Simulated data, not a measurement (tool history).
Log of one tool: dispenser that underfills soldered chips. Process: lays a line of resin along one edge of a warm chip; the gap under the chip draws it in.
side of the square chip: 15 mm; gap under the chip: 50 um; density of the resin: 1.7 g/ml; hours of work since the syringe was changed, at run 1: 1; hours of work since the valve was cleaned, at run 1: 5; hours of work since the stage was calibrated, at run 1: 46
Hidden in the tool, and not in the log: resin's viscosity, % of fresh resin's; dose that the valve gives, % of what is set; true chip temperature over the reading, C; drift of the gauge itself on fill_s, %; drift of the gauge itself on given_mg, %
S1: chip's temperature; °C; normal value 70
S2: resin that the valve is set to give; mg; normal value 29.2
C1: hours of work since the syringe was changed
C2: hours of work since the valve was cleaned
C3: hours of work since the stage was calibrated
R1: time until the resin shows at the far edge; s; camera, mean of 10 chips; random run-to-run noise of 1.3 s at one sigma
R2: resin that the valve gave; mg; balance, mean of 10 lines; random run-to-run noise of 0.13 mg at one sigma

run   hour  S1    S2  C1   C2   C3     R1     R2
  1    0.0  70  29.2   1    5   46  136.4  29.03
  2    8.6  70  29.2   6   10   51  168.6  29.02
      12.2  -- new syringe of resin
  3   16.4  70  32.5   2   15   55  143.4  32.15
  4   23.2  70  32.5   7   19   59  166.9  32.54
      26.7  -- new syringe of resin
  5   36.5  70  32.5   6   27   67  162.7  31.89
      40.7  -- new syringe of resin
  6   47.9  70  32.5   4   33   74  151.7  32.02
      54.9  -- new syringe of resin
  7   59.9  70  32.5   3   40   81  141.5  31.74
      69.6  -- new syringe of resin
  8   75.0  70  26.0   3   49   90  150.4  25.47
      83.9  -- new syringe of resin
  9   89.7  70  26.1   4   58   98  154.6  25.28
      97.9  -- new syringe of resin
 10  101.1  70  29.2   2   65  105  138.3  28.26
 11  109.6  70  29.2   7   70  110  170.0  28.11
     111.7  -- new syringe of resin
 12  118.5  70  29.2   4   75  115  153.6  28.19
     125.6  -- new syringe of resin
 13  125.6  70  29.2   0   79  120  125.9  27.99
 14  137.6  70  29.2   7   86  127  171.4  27.82
     139.7  -- new syringe of resin
 15  150.8  70  29.2   7   94  135  167.0  27.95
     154.3  -- new syringe of resin
 16  158.8  70  29.2   3   99  139  138.6  27.87
 17  166.0  67  25.8   7  103  143  204.1  24.25
     168.5  -- new syringe of resin
 18  181.2  67  25.8   8  112  152  213.8  24.19
     182.3  -- new syringe of resin
 19  194.0  67  25.8   7  119  160  208.2  24.20
     196.0  -- new syringe of resin
 20  205.5  70  27.3   6  126  167  161.2  25.31
     210.4  -- new syringe of resin
 21  213.7  73  27.3   2  131  171  118.3  25.39
     224.5  -- new syringe of resin
 22  225.3  73  27.3   1  138  178  109.8  25.36
     229.3  -- dispensing valve cleaned and set on the balance
     239.9  -- new syringe of resin
 23  239.9  63  35.1   0    6  186  179.5  35.18
 24  251.6  78  25.6   7   13  193  113.3  25.39
     254.0  -- new syringe of resin
 25  264.2  78  25.6   6   21  201  106.9  25.21
     268.0  -- new syringe of resin
 26  278.1  78  25.6   6   29  209  108.4  25.05

Alternative continuations, all from the tool just after run 26; predict every row:
     282.5  -- new syringe of resin
  A  289.9  65  25.6   4  36  216   ?   ?
     282.5  -- new syringe of resin
  B  289.9  78  24.9   4  36  216   ?   ?
     282.5  -- new syringe of resin
  C  289.9  66  29.3   4  36  216   ?   ?
     282.5  -- new syringe of resin
  D  289.9  80  28.0   4  36  216   ?   ?
     282.5  -- new syringe of resin
  E  289.9  77  29.2   4  36  216   ?   ?

run     R1     R2
  A  196.2  25.16
  B  101.7  24.29
  C  181.6  28.61
  D   89.0  27.29
  E  100.8  28.63
The same runs, with their run-to-run variation unchanged, on a tool lacking any hidden condition would have given:
run     R1     R2
  A  170.7  25.62
  B   88.1  24.73
  C  158.3  29.14
  D   77.3  27.79
  E   87.6  29.16
